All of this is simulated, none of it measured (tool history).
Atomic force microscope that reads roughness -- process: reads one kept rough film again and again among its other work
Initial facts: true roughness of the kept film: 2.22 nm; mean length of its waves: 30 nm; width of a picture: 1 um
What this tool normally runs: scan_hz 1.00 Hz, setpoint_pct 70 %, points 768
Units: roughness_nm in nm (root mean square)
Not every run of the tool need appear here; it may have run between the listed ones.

run	hour	scan_hz	setpoint_pct	points	roughness_nm
1	0.0	1.00	70	768	1.934
2	38.4	0.52	70	768	1.900
# hour 42.3: new tip fitted
3	76.6	0.52	70	768	2.039
4	107.6	0.52	70	768	2.013
5	136.0	0.52	70	768	1.962
6	168.3	0.52	70	768	1.952
7	196.1	0.52	70	768	1.916
# hour 222.8: new tip fitted
8	224.4	0.62	70	346	2.054
9	250.0	0.62	70	346	2.016
10	271.1	0.62	70	346	1.974
11	288.5	0.94	80	768	1.946

Measured minus without-hidden-state, run by run (identical run-to-run variation in each term; gauge scatter may differ):
The hidden state here: radius of the tip, nm; height scale over the true one, %; drift of the gauge itself on roughness_nm, %.
run	roughness_nm
1	-0.150
2	-0.190
3	-0.064
4	-0.097
5	-0.123
6	-0.157
7	-0.183
8	-0.028
9	-0.056
10	-0.074
11	-0.092

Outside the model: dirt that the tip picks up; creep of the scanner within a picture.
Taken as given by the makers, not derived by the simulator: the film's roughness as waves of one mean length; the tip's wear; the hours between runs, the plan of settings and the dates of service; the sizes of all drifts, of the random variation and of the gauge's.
